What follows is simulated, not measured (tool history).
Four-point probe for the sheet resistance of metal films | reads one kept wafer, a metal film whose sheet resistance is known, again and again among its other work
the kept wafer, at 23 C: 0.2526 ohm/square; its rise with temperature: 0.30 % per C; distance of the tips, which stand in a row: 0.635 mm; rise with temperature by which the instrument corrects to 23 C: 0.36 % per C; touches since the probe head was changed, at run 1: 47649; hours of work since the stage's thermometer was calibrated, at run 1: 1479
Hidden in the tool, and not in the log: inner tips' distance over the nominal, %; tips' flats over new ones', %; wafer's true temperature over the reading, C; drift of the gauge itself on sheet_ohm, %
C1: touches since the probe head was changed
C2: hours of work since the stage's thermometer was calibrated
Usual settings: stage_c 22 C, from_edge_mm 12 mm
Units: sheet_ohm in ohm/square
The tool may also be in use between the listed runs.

{"run": 1, "hour": 0.0, "stage_c": 22, "from_edge_mm": 12, "C1": 47649, "C2": 1479, "sheet_ohm": 0.253203}
{"run": 2, "hour": 91.4, "stage_c": 22, "from_edge_mm": 12, "C1": 49309, "C2": 1548, "sheet_ohm": 0.253188}
{"run": 3, "hour": 148.1, "stage_c": 22, "from_edge_mm": 15, "C1": 50338, "C2": 1590, "sheet_ohm": 0.252949}
{"run": 4, "hour": 246.7, "stage_c": 22, "from_edge_mm": 15, "C1": 52129, "C2": 1663, "sheet_ohm": 0.253035}
{"run": 5, "hour": 301.7, "stage_c": 22, "from_edge_mm": 15, "C1": 53127, "C2": 1704, "sheet_ohm": 0.252928}
{"run": 6, "hour": 355.6, "stage_c": 22, "from_edge_mm": 15, "C1": 54107, "C2": 1745, "sheet_ohm": 0.252996}
{"run": 7, "hour": 422.2, "stage_c": 22, "from_edge_mm": 15, "C1": 55315, "C2": 1794, "sheet_ohm": 0.253044}
{"run": 8, "hour": 519.2, "stage_c": 26, "from_edge_mm": 12, "C1": 57078, "C2": 1867, "sheet_ohm": 0.252576}
{"hour": 562.6, "done": "stage's thermometer calibrated"}
{"run": 9, "hour": 607.9, "stage_c": 26, "from_edge_mm": 4, "C1": 58678, "C2": 34, "sheet_ohm": 0.255514}
{"run": 10, "hour": 713.6, "stage_c": 19, "from_edge_mm": 4, "C1": 60597, "C2": 112, "sheet_ohm": 0.256678}
{"run": 11, "hour": 756.8, "stage_c": 19, "from_edge_mm": 4, "C1": 61382, "C2": 145, "sheet_ohm": 0.25667}
{"run": 12, "hour": 853.4, "stage_c": 27, "from_edge_mm": 37, "C1": 63136, "C2": 217, "sheet_ohm": 0.252186}
{"run": 13, "hour": 923.3, "stage_c": 20, "from_edge_mm": 3, "C1": 64405, "C2": 269, "sheet_ohm": 0.258989}
{"run": 14, "hour": 1010.9, "stage_c": 23, "from_edge_mm": 6, "C1": 65995, "C2": 334, "sheet_ohm": 0.254137}
{"run": 15, "hour": 1077.3, "stage_c": 19, "from_edge_mm": 32, "C1": 67201, "C2": 384, "sheet_ohm": 0.25327}
{"run": 16, "hour": 1132.7, "stage_c": 19, "from_edge_mm": 22, "C1": 68207, "C2": 425, "sheet_ohm": 0.253374}
{"run": 17, "hour": 1227.2, "stage_c": 34, "from_edge_mm": 52, "C1": 69923, "C2": 495, "sheet_ohm": 0.251088}

3 ways to go on from here, each from the tool as it stands after run 17. What would each give?
{"run": "A", "hour": 1316.9, "stage_c": 31, "from_edge_mm": 12, "C1": 71551, "C2": 562, "sheet_ohm": "?"}
{"run": "B", "hour": 1316.9, "stage_c": 28, "from_edge_mm": 27, "C1": 71551, "C2": 562, "sheet_ohm": "?"}
{"run": "C", "hour": 1316.9, "stage_c": 19, "from_edge_mm": 7, "C1": 71551, "C2": 562, "sheet_ohm": "?"}

run=A sheet_ohm=0.251839
run=B sheet_ohm=0.252092
run=C sheet_ohm=0.254372
Without the tool's hidden state the same runs would have given:
run=A sheet_ohm=0.251807
run=B sheet_ohm=0.252060
run=C sheet_ohm=0.254340
